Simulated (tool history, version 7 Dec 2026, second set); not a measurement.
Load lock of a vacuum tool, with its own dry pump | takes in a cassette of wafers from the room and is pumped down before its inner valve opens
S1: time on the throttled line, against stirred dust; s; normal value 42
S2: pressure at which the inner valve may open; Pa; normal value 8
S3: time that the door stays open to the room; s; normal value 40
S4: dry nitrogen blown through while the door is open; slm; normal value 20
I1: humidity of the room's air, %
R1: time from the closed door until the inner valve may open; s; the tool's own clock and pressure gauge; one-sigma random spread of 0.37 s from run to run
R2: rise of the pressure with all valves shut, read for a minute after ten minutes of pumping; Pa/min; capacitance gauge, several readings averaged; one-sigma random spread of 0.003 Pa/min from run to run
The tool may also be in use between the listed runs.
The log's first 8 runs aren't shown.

| run | hour | S1 | S2 | S3 | S4 | I1 | R1 | R2 |
|---|---|---|---|---|---|---|---|---|
| 9 | 2338.6 | 42 | 14 | 40 | 20 | 45.6 | 58.0 | 0.270 |
| 10 | 2574.2 | 42 | 8 | 217 | 20 | 41.1 | 60.0 | 0.313 |
| 11 | 2908.6 | 42 | 8 | 40 | 20 | 47.1 | 60.1 | 0.290 |
| 12 | 3122.9 | 42 | 9 | 40 | 20 | 42.6 | 59.0 | 0.300 |
| 13 | 3426.0 | 42 | 9 | 40 | 20 | 42.3 | 60.1 | 0.311 |
| 14 | 3601.3 | 42 | 9 | 40 | 20 | 42.3 | 59.1 | 0.317 |
| 15 | 3949.8 | 42 | 14 | 40 | 20 | 46.8 | 58.9 | 0.340 |
| 16 | 4348.0 | 42 | 8 | 40 | 20 | 46.5 | 60.0 | 0.365 |
| 17 | 4532.6 | 42 | 8 | 40 | 20 | 46.1 | 60.7 | 0.374 |
| 18 | 4710.4 | 42 | 8 | 40 | 20 | 40.1 | 60.1 | 0.381 |
| 19 | 5008.9 | 42 | 8 | 40 | 20 | 42.9 | 60.2 | 0.408 |
| 20 | 5332.5 | 80 | 7 | 40 | 44 | 43.2 | 93.1 | 0.409 |
| 21 | 5606.0 | 80 | 7 | 40 | 44 | 47.1 | 94.0 | 0.438 |
| 22 | 6028.7 | 42 | 13 | 27 | 20 | 43.5 | 59.8 | 0.459 |
| 23 | 6216.9 | 44 | 7 | 37 | 34 | 46.3 | 63.1 | 0.477 |
| 24 | 6498.7 | 42 | 8 | 26 | 20 | 46.3 | 60.5 | 0.502 |
| 25 | 6797.5 | 42 | 15 | 102 | 20 | 46.3 | 59.8 | 0.552 |

Forecast run 26:
| 26 | 7212.6 | 42 | 15 | 102 | 20 | 45.1 | ? | ? |

Run 26 produced R1 59.9 s, R2 0.571 Pa/min.
If the tool had no hidden condition, the same run with the same run-to-run variation would have returned R1 55.1 s, R2 0.042 Pa/min.

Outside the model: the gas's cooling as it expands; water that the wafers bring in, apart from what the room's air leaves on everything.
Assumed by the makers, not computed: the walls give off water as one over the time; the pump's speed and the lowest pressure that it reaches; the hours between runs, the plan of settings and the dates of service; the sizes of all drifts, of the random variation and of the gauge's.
